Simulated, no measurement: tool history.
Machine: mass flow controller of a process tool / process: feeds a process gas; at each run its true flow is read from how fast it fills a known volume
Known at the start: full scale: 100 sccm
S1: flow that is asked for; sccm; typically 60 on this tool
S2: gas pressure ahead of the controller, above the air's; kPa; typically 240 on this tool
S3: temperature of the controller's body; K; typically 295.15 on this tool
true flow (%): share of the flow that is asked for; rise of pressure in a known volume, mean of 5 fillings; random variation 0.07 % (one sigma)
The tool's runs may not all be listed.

Run 1, hour 0: usual settings. Result: true flow (%) 99.39.
Run 2, hour 70.5: usual settings. Result: true flow (%) 99.49.
Run 3, hour 153.4: usual settings but S2 161 kPa. Result: true flow (%) 100.03.
Run 4, hour 221.4: usual settings but S2 155 kPa. Result: true flow (%) 100.18.
Run 5, hour 288.7: usual settings but S2 155 kPa. Result: true flow (%) 100.03.
Run 6, hour 349.4: usual settings but S2 155 kPa. Result: true flow (%) 100.24.
Run 7, hour 461.4: usual settings. Result: true flow (%) 99.41.
Run 8, hour 565.3: usual settings. Result: true flow (%) 99.52.
Run 9, hour 676.7: usual settings but S1 16 sccm. Result: true flow (%) 99.63.
Run 10, hour 821.4: usual settings but S1 41 sccm. Result: true flow (%) 99.22.
Run 11, hour 898.2: usual settings. Result: true flow (%) 99.48.
Run 12, hour 980.4: usual settings. Result: true flow (%) 99.62.
Run 13, hour 1080.2: usual settings. Result: true flow (%) 99.61.
Run 14, hour 1160.5: usual settings. Result: true flow (%) 99.68.
Run 15, hour 1266.6: usual settings but S2 168 kPa. Result: true flow (%) 100.19.
At hour 1277.4: controller's zero set anew.
Run 16, hour 1328.6: usual settings but S2 168 kPa. Result: true flow (%) 100.69.
Run 17, hour 1420.2: usual settings but S2 168 kPa. Result: true flow (%) 100.53.
Run 18, hour 1525.5: usual settings but S2 168 kPa. Result: true flow (%) 100.71.
Run 19, hour 1625.6: usual settings but S1 38 sccm, S2 208 kPa, S3 309.15 K. Result: true flow (%) 99.47.
Run 20, hour 1704.1: usual settings but S1 73 sccm, S2 155 kPa, S3 305.15 K. Result: true flow (%) 100.52.
Run 21, hour 1782.7: usual settings but S2 145 kPa, S3 308.15 K. Result: true flow (%) 100.25.
Run 22, hour 1896.6: usual settings but S2 145 kPa, S3 308.15 K. Result: true flow (%) 100.31.
Run 23, hour 1994.7: usual settings but S2 241 kPa, S3 302.15 K. Result: true flow (%) 99.76.
Run 24, hour 2072.8: usual settings but S2 241 kPa, S3 302.15 K. Result: true flow (%) 99.85.
At hour 2119.7: controller's zero set anew, once more.
Run 25, hour 2188.8: usual settings but S2 164 kPa, S3 306.15 K. Result: true flow (%) 99.16.
Run 26, hour 2287.9: usual settings but S1 59 sccm, S2 188 kPa, S3 306.15 K. Result: true flow (%) 98.89.
Run 27, hour 2386.7: usual settings but S1 59 sccm, S2 188 kPa, S3 306.15 K. Result: true flow (%) 98.95.
Run 28, hour 2490.2: usual settings but S1 59 sccm, S2 188 kPa, S3 306.15 K. Result: true flow (%) 99.07.
Run 29, hour 2593: usual settings but S1 57 sccm, S2 149 kPa, S3 293.15 K. Result: true flow (%) 99.79.
Run 30, hour 2679: usual settings but S1 47 sccm, S3 294.15 K. Result: true flow (%) 98.83.
Run 31, hour 2745.8: usual settings but S1 26 sccm, S2 216 kPa, S3 301.15 K. Result: true flow (%) 98.16.
Run 32, hour 2846.1: usual settings but S1 62 sccm, S2 191 kPa, S3 303.15 K. Result: true flow (%) 99.37.
Run 33, hour 2971.8: usual settings but S1 13 sccm, S2 191 kPa, S3 298.15 K. Result: true flow (%) 98.53.
Run 34, hour 3083.1: usual settings but S1 13 sccm, S2 191 kPa, S3 298.15 K. Result: true flow (%) 98.42.
Run 35, hour 3144.3: usual settings but S2 202 kPa, S3 302.15 K. Result: true flow (%) 99.22.

For some of the steps in true flow (%) from one run to the next: how much would appear even if the tool had no hidden state, given the settings, what came in and random variation, and how much remains for the hidden state plus any gauge scatter that the measured result and the result without hidden state don't share?
The hidden state here: flow at rest that the sensor doesn't see, % of full scale; true flow over the shown one, %; drift of the gauge itself on true_pct, %.
Run 8 -> 9: S1 60 -> 16. true flow (%) +0.11: hidden state +1.57, all else -1.46.
Run 9 -> 10: S1 16 -> 41. true flow (%) -0.41: hidden state -1.26, all else +0.85.
Run 18 -> 19: S1 60 -> 38, S2 168 -> 208, S3 295.15 -> 309.15. true flow (%) -1.24: hidden state +0.62, all else -1.86.
Run 19 -> 20: S1 38 -> 73, S2 208 -> 155, S3 309.15 -> 305.15. true flow (%) +1.05: hidden state -0.76, all else +1.81.
Run 24 -> 25: S2 241 -> 164, S3 302.15 -> 306.15, controller's zero set anew, once more. true flow (%) -0.69: hidden state -1, all else +0.31.
Run 31 -> 32: S1 26 -> 62, S2 216 -> 191, S3 301.15 -> 303.15. true flow (%) +1.21: hidden state -0.09, all else +1.3.
